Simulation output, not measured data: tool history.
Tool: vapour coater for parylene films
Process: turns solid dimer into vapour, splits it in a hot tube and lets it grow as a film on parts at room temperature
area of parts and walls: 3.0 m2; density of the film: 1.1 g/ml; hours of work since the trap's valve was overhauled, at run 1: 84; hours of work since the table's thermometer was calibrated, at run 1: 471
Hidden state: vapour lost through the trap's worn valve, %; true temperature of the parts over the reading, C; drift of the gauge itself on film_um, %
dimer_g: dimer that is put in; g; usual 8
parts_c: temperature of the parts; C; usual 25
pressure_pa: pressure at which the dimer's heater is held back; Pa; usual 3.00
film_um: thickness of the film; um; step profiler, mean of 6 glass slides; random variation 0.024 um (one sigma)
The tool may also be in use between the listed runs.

run	hour	dimer_g	parts_c	pressure_pa	hours of work since the trap's valve was overhauled	hours of work since the table's thermometer was calibrated	film_um
1	0.0	8	25	3.00	84	471	1.58
2	23.0	8	25	3.00	96	483	1.58
3	41.0	8	25	3.00	106	493	1.60
4	70.5	8	25	3.00	121	508	1.57
5	85.3	8	25	6.81	129	516	1.28
6	101.8	8	25	6.81	138	524	1.34
7	135.6	8	32	3.00	155	542	1.24
8	160.5	8	32	3.00	168	555	1.19
9	186.8	8	25	3.00	182	569	1.61
10	220.8	8	25	3.00	200	587	1.62
11	242.9	8	25	3.00	212	599	1.54
12	256.5	8	25	3.00	219	606	1.60
# hour 287.2: trap's valve overhauled
13	287.3	8	25	3.00	0	620	1.62
14	304.4	8	29	3.00	9	629	1.39
15	332.3	8	25	3.00	24	643	1.61
16	356.4	4	19	6.73	36	656	0.83
17	386.2	8	25	7.09	52	672	1.38
18	411.8	6	20	8.07	65	685	1.13
19	435.4	8	19	11.92	78	697	1.48
20	457.5	7	33	10.59	89	709	0.80
21	471.4	7	23	3.82	97	716	1.40
22	496.9	7	23	3.82	110	730	1.40
23	516.4	7	18	2.20	120	740	1.93

The next listed run, before its measurement:
24	537.4	12	22	10.65	131	751	?

Run 24 gave film_um 2.01 um.
Without the tool's hidden state the same run would have given film_um 2.01 um.

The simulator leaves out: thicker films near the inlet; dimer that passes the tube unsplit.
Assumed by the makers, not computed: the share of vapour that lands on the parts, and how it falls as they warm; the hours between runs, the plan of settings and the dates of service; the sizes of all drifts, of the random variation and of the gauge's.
